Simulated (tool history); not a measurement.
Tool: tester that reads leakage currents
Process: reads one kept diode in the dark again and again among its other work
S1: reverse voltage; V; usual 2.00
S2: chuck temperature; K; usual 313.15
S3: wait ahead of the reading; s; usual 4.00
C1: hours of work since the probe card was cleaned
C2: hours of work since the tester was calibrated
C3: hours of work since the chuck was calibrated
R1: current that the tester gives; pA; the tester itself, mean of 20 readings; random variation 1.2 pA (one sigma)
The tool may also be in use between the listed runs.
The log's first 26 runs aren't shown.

run,hour,S1,S2,S3,C1,C2,C3,R1
# hour 5224.3: chuck's temperature calibrated
27,5246.3,4.93,294.15,4.00,3145,5001,15,139.06
28,5357.2,2.00,313.15,1.02,3220,5076,90,404.11
# hour 5470.6: tester calibrated
29,5470.6,2.00,313.15,1.02,3296,0,165,404.77
# hour 5735.7: probe card cleaned and baked
30,5735.7,15.53,308.15,1.46,0,177,342,565.13
31,5854.8,15.53,308.15,1.46,81,258,423,565.65
32,6097.5,15.53,297.15,1.46,245,422,587,257.74
33,6360.4,15.53,297.15,1.46,423,600,765,258.15
34,6600.4,2.33,296.15,0.35,585,762,927,129.61
35,6796.7,19.22,313.15,4.00,718,895,1060,848.13
36,6916.7,19.22,328.15,0.97,799,976,1141,2240.46
37,7046.1,19.22,328.15,0.97,886,1063,1229,2223.38
38,7208.0,19.22,328.15,0.97,996,1173,1338,2228.98
39,7416.2,19.22,310.15,0.97,1137,1314,1479,699.43

Forecast each of these 4 alternatives for the next run:
A,7645.2,3.26,299.15,0.58,1291,1469,1634,?
B,7645.2,12.41,327.15,0.34,1291,1469,1634,?
C,7645.2,2.00,295.15,0.67,1291,1469,1634,?
D,7645.2,7.09,310.15,6.61,1291,1469,1634,?

run,R1
A,178.91
B,1830.65
C,113.25
D,500.58
Without the tool's hidden state the same runs would have given:
run,R1
A,178.65
B,1828.63
C,113.09
D,499.93
